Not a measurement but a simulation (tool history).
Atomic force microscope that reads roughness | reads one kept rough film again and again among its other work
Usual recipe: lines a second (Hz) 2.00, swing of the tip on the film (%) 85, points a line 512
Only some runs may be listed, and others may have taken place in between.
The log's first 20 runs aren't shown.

| run | hour | lines a second (Hz) | swing of the tip on the film (%) | points a line | pictures with this tip | hours of work since the height scale was calibrated | roughness of the kept film (nm (root mean square)) |
|---|---|---|---|---|---|---|---|
| 21 | 139.2 | 2.48 | 85 | 299 | 235 | 152 | 0.550 |
| 22 | 146.0 | 2.48 | 85 | 299 | 242 | 155 | 0.550 |
| 23 | 152.6 | 2.48 | 85 | 299 | 248 | 158 | 0.547 |
| 24 | 160.7 | 2.48 | 85 | 299 | 256 | 162 | 0.545 |
| 25 | 169.3 | 0.63 | 87 | 325 | 265 | 166 | 0.616 |
| 26 | 178.2 | 2.00 | 75 | 512 | 274 | 170 | 0.604 |
| 27 | 186.5 | 2.09 | 87 | 771 | 283 | 174 | 0.561 |
| 28 | 193.5 | 2.09 | 70 | 771 | 290 | 177 | 0.616 |
| 29 | 201.1 | 0.57 | 60 | 556 | 297 | 181 | 0.644 |
|  | 202.0 | new tip fitted |
| 30 | 209.5 | 1.76 | 85 | 593 | 7 | 185 | 0.605 |
| 31 | 215.4 | 0.55 | 80 | 593 | 13 | 187 | 0.652 |
| 32 | 225.0 | 0.96 | 71 | 862 | 23 | 192 | 0.658 |
| 33 | 230.5 | 0.75 | 81 | 541 | 28 | 194 | 0.639 |
| 34 | 237.1 | 0.75 | 81 | 541 | 35 | 198 | 0.642 |
| 35 | 246.4 | 0.75 | 81 | 541 | 44 | 202 | 0.641 |
| 36 | 253.8 | 1.27 | 83 | 261 | 52 | 205 | 0.603 |
| 37 | 259.2 | 0.69 | 75 | 805 | 57 | 208 | 0.655 |
| 38 | 263.9 | 2.39 | 69 | 512 | 62 | 210 | 0.622 |

Consider 5 possible next runs. They are alternatives, not a sequence: every one starts from the tool as it was left by run 38. What does each give?
| A | 267.9 | 1.26 | 85 | 516 | 66 | 212 | ? |
| B | 267.9 | 2.00 | 78 | 257 | 66 | 212 | ? |
| C | 267.9 | 3.06 | 67 | 547 | 66 | 212 | ? |
| D | 267.9 | 2.39 | 55 | 960 | 66 | 212 | ? |
| E | 267.9 | 1.25 | 69 | 387 | 66 | 212 | ? |

| run | roughness of the kept film (nm (root mean square)) |
|---|---|
| A | 0.612 |
| B | 0.590 |
| C | 0.618 |
| D | 0.648 |
| E | 0.639 |
With the hidden condition removed and each run's random variation left untouched, the same runs would have given:
| run | roughness of the kept film (nm (root mean square)) |
|---|---|
| A | 0.622 |
| B | 0.600 |
| C | 0.628 |
| D | 0.659 |
| E | 0.650 |
